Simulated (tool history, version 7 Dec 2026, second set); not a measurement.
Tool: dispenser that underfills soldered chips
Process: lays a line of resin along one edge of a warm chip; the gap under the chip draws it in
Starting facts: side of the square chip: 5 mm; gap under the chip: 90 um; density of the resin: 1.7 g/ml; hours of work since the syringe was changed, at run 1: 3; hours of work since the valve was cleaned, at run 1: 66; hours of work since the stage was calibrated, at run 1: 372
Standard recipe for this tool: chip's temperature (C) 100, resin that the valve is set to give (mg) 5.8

run     day  chip's temperature (C)  resin that the valve is set to give (mg)  hours of work since the syringe was changed  hours of work since the valve was cleaned  hours of work since the stage was calibrated  time until the resin shows at the far edge (s)  resin that the valve gave (mg)
  1       0                     100                                       5.8                                            3                                         66                                           372                                             7.6                            5.53
        0.2  -- new syringe of resin
      0.308  -- dispensing valve cleaned and set on the balance
  2   0.475                     100                                       5.8                                            4                                          3                                           380                                             8.5                            5.78
      0.617  -- new syringe of resin
  3   0.742                     100                                       5.8                                            2                                          8                                           385                                             7.2                            5.78
      1.017  -- new syringe of resin
  4   1.142                     100                                       5.8                                            2                                         15                                           392                                             7.1                            5.74
      1.392  -- new syringe of resin
  5   1.475                     100                                       5.8                                            2                                         21                                           398                                             6.7                            5.71
  6   1.696                     100                                       5.8                                            6                                         25                                           402                                             8.4                            5.66
      1.808  -- new syringe of resin
      2.183  -- new syringe of resin
  7   2.183                     100                                       5.8                                            0                                         33                                           410                                             5.9                            5.65
      2.579  -- new syringe of resin
  8   2.592                     100                                       5.8                                            0                                         41                                           418                                             6.4                            5.62
      2.962  -- new syringe of resin
  9   3.012                     100                                       5.8                                            1                                         48                                           425                                             6.3                            5.57
 10   3.242                     100                                       5.8                                            5                                         52                                           429                                             8.9                            5.56
      3.342  -- new syringe of resin
 11   3.504                     100                                       5.8                                            3                                         57                                           434                                             7.8                            5.56
      3.721  -- new syringe of resin
 12   3.746                     100                                       5.8                                            0                                         61                                           438                                               7                            5.52
      4.112  -- new syringe of resin
 13   4.117                     100                                       5.8                                            0                                         68                                           445                                             6.3                            5.49
      4.338  -- dispensing valve cleaned and set on the balance
 14   4.454                     100                                       5.8                                            5                                          2                                           450                                             8.7                             5.8
       4.55  -- new syringe of resin
 15   4.775                     100                                       5.8                                            4                                          8                                           456                                             8.4                            5.77
      4.933  -- new syringe of resin
 16   5.004                     100                                      4.94                                            1                                         12                                           460                                             7.3                            4.89
      5.308  -- new syringe of resin
 17   5.521                      94                                      4.94                                            4                                         21                                           469                                              11                            4.84
      5.717  -- new syringe of resin
 18   5.854                      96                                      5.06                                            3                                         27                                           475                                             9.1                            4.96
      6.092  -- new syringe of resin
 19   6.092                      96                                      5.06                                            0                                         31                                           479                                             8.2                            4.94
      6.412  -- stage's temperature calibrated
      6.529  -- new syringe of resin
 20   6.638                      92                                      5.45                                            2                                         40                                             4                                             9.1                            5.26
      6.908  -- new syringe of resin
 21   7.042                      95                                      7.33                                            2                                         47                                            11                                             7.5                            7.07
        7.3  -- new syringe of resin
 22   7.367                      95                                      7.33                                            1                                         53                                            17                                             7.4                               7
        7.7  -- new syringe of resin
 23   7.779                      94                                      7.36                                            1                                         60                                            24                                             7.5                            7.04
 24   7.996                     115                                       5.2                                            5                                         64                                            28                                             4.4                            4.93
      8.096  -- new syringe of resin
      8.404  -- dispensing valve cleaned and set on the balance
 25   8.425                     115                                       5.2                                            5                                          0                                            35                                             4.3                            5.19
      8.512  -- new syringe of resin
 26   8.704                     115                                       5.2                                            4                                          5                                            40                                             3.5                            5.19
      8.917  -- new syringe of resin
 27   9.033                      97                                      5.82                                            2                                         11                                            46                                             7.5                            5.78
      9.308  -- new syringe of resin
 28   9.521                     106                                      5.11                                            4                                         20                                            55                                             5.2                            5.04
      9.696  -- new syringe of resin
 29  10.042                     105                                      7.23                                            6                                         29                                            64                                             6.9                            7.08
     10.088  -- new syringe of resin
     10.496  -- new syringe of resin
 30  10.521                     113                                      4.92                                            0                                         38                                            72                                             3.7                            4.78
       10.9  -- new syringe of resin
 31  10.979                     113                                      4.92                                            1                                         46                                            80                                             3.5                            4.77
     11.288  -- new syringe of resin
 32  11.288                     113                                      4.92                                            0                                         51                                            86                                             4.1                            4.74
     11.671  -- new syringe of resin
 33  11.671                     104                                      5.71                                            0                                         58                                            93                                             4.7                            5.49
     12.058  -- new syringe of resin
 34  12.071                      90                                      6.93                                            0                                         65                                           100                                             8.9                            6.61

Predict each of these 4 candidate next runs independently; none follows another, all start after run 34:
     12.442  -- dispensing valve cleaned and set on the balance
     12.496  -- new syringe of resin
  A  12.562                      93                                      5.57                                            1                                          2                                           108                                               ?                               ?
     12.442  -- dispensing valve cleaned and set on the balance
     12.496  -- new syringe of resin
  B  12.562                     107                                      6.15                                            1                                          2                                           108                                               ?                               ?
     12.442  -- dispensing valve cleaned and set on the balance
     12.496  -- new syringe of resin
  C  12.562                     104                                      5.94                                            1                                          2                                           108                                               ?                               ?
     12.442  -- dispensing valve cleaned and set on the balance
     12.496  -- new syringe of resin
  D  12.562                      90                                      6.83                                            1                                          2                                           108                                               ?                               ?

run  time until the resin shows at the far edge (s)  resin that the valve gave (mg)
  A                                             8.7                            5.57
  B                                             4.4                            6.14
  C                                             5.2                            5.93
  D                                             9.4                             6.8
Without the tool's unlogged condition, the same runs would have read:
run  time until the resin shows at the far edge (s)  resin that the valve gave (mg)
  A                                               8                            5.57
  B                                               4                            6.15
  C                                             4.8                            5.94
  D                                             8.6                             6.8
